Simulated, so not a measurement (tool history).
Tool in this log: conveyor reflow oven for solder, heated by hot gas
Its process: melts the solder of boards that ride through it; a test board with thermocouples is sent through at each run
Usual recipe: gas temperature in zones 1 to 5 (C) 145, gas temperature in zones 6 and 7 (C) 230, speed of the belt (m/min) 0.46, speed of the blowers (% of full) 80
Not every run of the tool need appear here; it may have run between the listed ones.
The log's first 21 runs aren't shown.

run     day  gas temperature in zones 1 to 5 (C)  gas temperature in zones 6 and 7 (C)  speed of the belt (m/min)  speed of the blowers (% of full)  highest temperature of the board (C)  time above the solder's melting point (s)
 22  12.129                                  145                                   230                       0.46                                73                                 210.3                                       55.2
 23  12.904                                  145                                   230                       0.46                                73                                 210.6                                       55.2
 24  13.246                                  145                                   220                       0.46                                56                                 199.2                                       40.1
 25  13.617                                  145                                   220                      0.423                                56                                 201.7                                       48.5
 26  14.179                                  145                                   220                      0.423                                56                                 201.5                                       48.4
 27  14.558                                  145                                   220                      0.423                                56                                 201.9                                       48.2
 28  15.046                                  145                                   230                      0.388                                66                                 214.3                                       70.3
 29  15.483                                  145                                   230                      0.388                                66                                 213.8                                       70.5

Predict the results of run 30:
 30  16.229                                  145                                   230                      0.388                                66                                     ?                                          ?

highest temperature of the board (C): 213.6
time above the solder's melting point (s): 70.5
With the hidden condition absent and the run-to-run variation left alone, this run would have shown highest temperature of the board (C) 215, time above the solder's melting point (s) 71.6.

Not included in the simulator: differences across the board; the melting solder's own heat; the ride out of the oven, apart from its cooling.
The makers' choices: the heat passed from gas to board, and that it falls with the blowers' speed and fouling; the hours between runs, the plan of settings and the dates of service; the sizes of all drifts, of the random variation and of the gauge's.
